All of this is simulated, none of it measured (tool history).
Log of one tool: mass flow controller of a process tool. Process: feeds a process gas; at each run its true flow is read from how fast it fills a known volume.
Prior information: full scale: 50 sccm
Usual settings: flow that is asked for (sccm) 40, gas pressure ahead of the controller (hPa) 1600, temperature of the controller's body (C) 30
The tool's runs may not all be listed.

run,hour,flow that is asked for (sccm),gas pressure ahead of the controller (hPa),temperature of the controller's body (C),true flow (%)
1,0.0,40,1600,30,101.02
2,272.2,40,1600,30,101.18
3,500.0,40,1600,30,101.04
4,795.8,40,1600,34,101.27
# hour 876.2: controller's zero set anew
5,962.5,40,1600,30,100.44
6,1214.5,40,1600,30,100.41
7,1517.2,40,1600,37,100.77
8,1805.3,40,1600,37,100.72
9,1937.6,40,1600,37,100.78
10,2191.0,40,1600,37,100.79
11,2458.4,40,1600,24,100.42
12,2604.4,40,1600,24,100.48
13,2873.2,40,1600,24,100.54
14,3018.9,40,2550,30,101.24
15,3192.4,40,2550,30,101.15
16,3486.5,40,2550,30,101.17
17,3750.9,40,2750,30,101.37
18,3876.4,7,1600,30,101.40
19,4071.7,7,1600,30,101.41
20,4363.7,7,1600,30,101.47
21,4539.6,7,1460,30,101.44
22,4747.2,40,1600,27,100.65
23,5033.9,40,1600,27,100.89
24,5270.3,40,1600,27,100.78
25,5553.5,40,1600,27,100.84
26,5790.0,25,1490,28,100.96
27,6073.5,8,2120,26,101.99
28,6232.4,7,1620,31,102.19
29,6537.2,9,2410,27,102.36
30,6685.3,7,1480,27,102.29
31,6905.8,49,1600,21,100.84
32,7166.1,40,2330,38,101.78
33,7419.5,18,1530,29,101.33
34,7586.0,18,1530,29,101.37
35,7883.0,21,1530,33,101.39
36,8119.3,21,1530,33,101.53
37,8367.8,12,2650,37,102.82
38,8536.9,29,2060,32,101.66
39,8693.3,40,1600,25,101.31
40,8878.2,9,1560,33,102.69
41,9072.5,12,1950,33,102.60
42,9273.8,12,2100,29,102.40
# hour 9405.1: controller exchanged for a calibrated one
43,9550.2,12,2100,29,100.04
44,9698.3,12,2100,29,100.01
45,9878.8,7,2540,26,100.51
46,10095.3,15,2800,21,100.29
47,10352.1,24,1600,30,99.84
48,10573.0,5,1900,27,100.59

Alternative continuations, all from the tool just after run 48; predict every row:
A,10774.4,16,1540,20,?
B,10774.4,40,1600,40,?
C,10774.4,31,2050,30,?
D,10774.4,40,2550,22,?

run,true flow (%)
A,99.70
B,100.37
C,100.19
D,100.22
Without the tool's hidden state the same runs would have given:
run,true flow (%)
A,99.31
B,100.18
C,99.96
D,100.03
